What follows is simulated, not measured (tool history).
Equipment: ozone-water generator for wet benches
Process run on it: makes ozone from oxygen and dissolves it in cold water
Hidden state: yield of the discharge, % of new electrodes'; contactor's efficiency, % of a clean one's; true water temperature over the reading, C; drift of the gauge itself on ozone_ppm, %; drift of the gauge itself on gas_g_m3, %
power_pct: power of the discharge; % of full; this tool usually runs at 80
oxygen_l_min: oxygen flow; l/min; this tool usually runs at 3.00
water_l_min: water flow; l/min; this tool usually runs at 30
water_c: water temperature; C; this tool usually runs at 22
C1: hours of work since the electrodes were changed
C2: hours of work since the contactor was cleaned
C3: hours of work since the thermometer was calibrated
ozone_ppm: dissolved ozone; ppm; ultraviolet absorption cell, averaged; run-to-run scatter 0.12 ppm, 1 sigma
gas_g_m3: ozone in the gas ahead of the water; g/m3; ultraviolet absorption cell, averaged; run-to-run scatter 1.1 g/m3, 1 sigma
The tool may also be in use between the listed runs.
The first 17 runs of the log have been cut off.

Run 18, day 53.046: usual settings but water_l_min 22 l/min, water_c 19 C; C1 2406; C2 1791; C3 1221. Result: ozone_ppm 14.3 ppm, gas_g_m3 200.1 g/m3.
Run 19, day 57.346: usual settings but power_pct 75 % of full, water_l_min 42 l/min, water_c 18 C; C1 2469; C2 1854; C3 1284. Result: ozone_ppm 7.2 ppm, gas_g_m3 192.5 g/m3.
Run 20, day 59.333: usual settings but power_pct 67 % of full, water_c 18 C; C1 2498; C2 1884; C3 1314. Result: ozone_ppm 9.5 ppm, gas_g_m3 176.8 g/m3.
Run 21, day 63.371: usual settings but water_c 16 C; C1 2558; C2 1943; C3 1373. Result: ozone_ppm 11.1 ppm, gas_g_m3 201.0 g/m3.
Run 22, day 66.975: usual settings but water_c 16 C; C1 2611; C2 1996; C3 1426. Result: ozone_ppm 10.7 ppm, gas_g_m3 202.7 g/m3.
Run 23, day 70.946: usual settings but water_c 24 C; C1 2669; C2 2055; C3 1485. Result: ozone_ppm 10.5 ppm, gas_g_m3 200.2 g/m3.
Run 24, day 74.817: usual settings but water_l_min 33 l/min; C1 2726; C2 2112; C3 1542. Result: ozone_ppm 9.5 ppm, gas_g_m3 199.5 g/m3.
At day 75.183: contactor cleaned.
Run 25, day 78.371: usual settings but power_pct 46 % of full, oxygen_l_min 4.23 l/min, water_l_min 27 l/min, water_c 16 C; C1 2776; C2 47; C3 1591. Result: ozone_ppm 8.4 ppm, gas_g_m3 106.0 g/m3.
Run 26, day 82.079: usual settings but power_pct 47 % of full, oxygen_l_min 4.43 l/min; C1 2831; C2 102; C3 1646. Result: ozone_ppm 7.1 ppm, gas_g_m3 104.0 g/m3.
Run 27, day 85.417: usual settings but water_c 25 C; C1 2880; C2 151; C3 1695. Result: ozone_ppm 10.3 ppm, gas_g_m3 200.3 g/m3.
Run 28, day 87.700: usual settings but oxygen_l_min 3.50 l/min; C1 2914; C2 184; C3 1729. Result: ozone_ppm 10.5 ppm, gas_g_m3 182.1 g/m3.
Run 29, day 90.788: usual settings but power_pct 64 % of full, oxygen_l_min 3.50 l/min, water_c 23 C; C1 2959; C2 230; C3 1774. Result: ozone_ppm 8.8 ppm, gas_g_m3 152.9 g/m3.
Run 30, day 93.312: usual settings but power_pct 94 % of full, oxygen_l_min 1.52 l/min, water_l_min 24 l/min, water_c 19 C; C1 2996; C2 267; C3 1812. Result: ozone_ppm 14.1 ppm, gas_g_m3 358.7 g/m3.
Run 31, day 97.600: usual settings but power_pct 94 % of full, oxygen_l_min 1.52 l/min, water_l_min 24 l/min, water_c 19 C; C1 3059; C2 330; C3 1875. Result: ozone_ppm 14.2 ppm, gas_g_m3 363.9 g/m3.
Run 32, day 101.538: usual settings but power_pct 60 % of full, oxygen_l_min 1.52 l/min, water_l_min 24 l/min, water_c 19 C; C1 3117; C2 388; C3 1933. Result: ozone_ppm 10.0 ppm, gas_g_m3 260.9 g/m3.

Each row is a separate what-if for the run after 32, all from the same tool condition, not one after another. Results?
Run A, day 106.300: usual settings but power_pct 69 % of full, oxygen_l_min 1.52 l/min, water_l_min 40 l/min, water_c 19 C; C1 3188; C2 458; C3 2003. Result: ozone_ppm ?, gas_g_m3 ?.
Run B, day 106.300: usual settings but power_pct 60 % of full, oxygen_l_min 2.14 l/min, water_l_min 38 l/min, water_c 20 C; C1 3188; C2 458; C3 2003. Result: ozone_ppm ?, gas_g_m3 ?.
Run C, day 106.300: usual settings but power_pct 73 % of full, water_l_min 32 l/min; C1 3188; C2 458; C3 2003. Result: ozone_ppm ?, gas_g_m3 ?.
Run D, day 106.300: usual settings but power_pct 96 % of full, oxygen_l_min 1.93 l/min, water_l_min 24 l/min, water_c 18 C; C1 3188; C2 458; C3 2003. Result: ozone_ppm ?, gas_g_m3 ?.

run  ozone_ppm  gas_g_m3
  A        6.3     286.8
  B        6.5     204.6
  C        8.9     188.2
  D       14.9     312.5
With the hidden condition removed and each run's random variation left untouched, the same runs would have given:
run  ozone_ppm  gas_g_m3
  A        6.3     287.2
  B        6.5     204.9
  C        9.0     188.4
  D       15.0     313.0
